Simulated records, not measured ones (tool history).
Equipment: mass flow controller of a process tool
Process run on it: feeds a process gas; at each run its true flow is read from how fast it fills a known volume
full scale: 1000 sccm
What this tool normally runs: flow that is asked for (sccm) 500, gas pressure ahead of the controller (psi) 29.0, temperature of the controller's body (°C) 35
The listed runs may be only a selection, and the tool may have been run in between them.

| run | hour | flow that is asked for (sccm) | gas pressure ahead of the controller (psi) | temperature of the controller's body (°C) | true flow (%) |
|---|---|---|---|---|---|
| 1 | 0.0 | 500 | 29.0 | 35 | 98.65 |
| 2 | 441.7 | 500 | 31.6 | 35 | 98.82 |
| 3 | 861.3 | 500 | 29.0 | 35 | 98.54 |
| 4 | 1294.1 | 500 | 29.0 | 24 | 99.61 |
| 5 | 1535.7 | 500 | 26.3 | 35 | 98.43 |
| 6 | 1815.8 | 500 | 26.3 | 35 | 98.51 |
| 7 | 2119.5 | 293 | 29.0 | 35 | 98.41 |
| 8 | 2586.1 | 500 | 29.0 | 35 | 98.61 |
| 9 | 2954.0 | 500 | 29.0 | 35 | 98.58 |
| 10 | 3195.3 | 500 | 29.0 | 35 | 98.52 |
| 11 | 3500.5 | 500 | 29.0 | 35 | 98.55 |
| 12 | 3736.7 | 230 | 29.0 | 35 | 98.31 |
| 13 | 4083.2 | 189 | 32.2 | 23 | 99.80 |

Predict the results of run 14:
| 14 | 4458.4 | 500 | 28.6 | 35 | ? |

{"run 14": {"true flow (%)": 98.61}}
Were there no unlogged condition in the tool, this run, its random variation unchanged, would have produced true flow (%) 98.59.
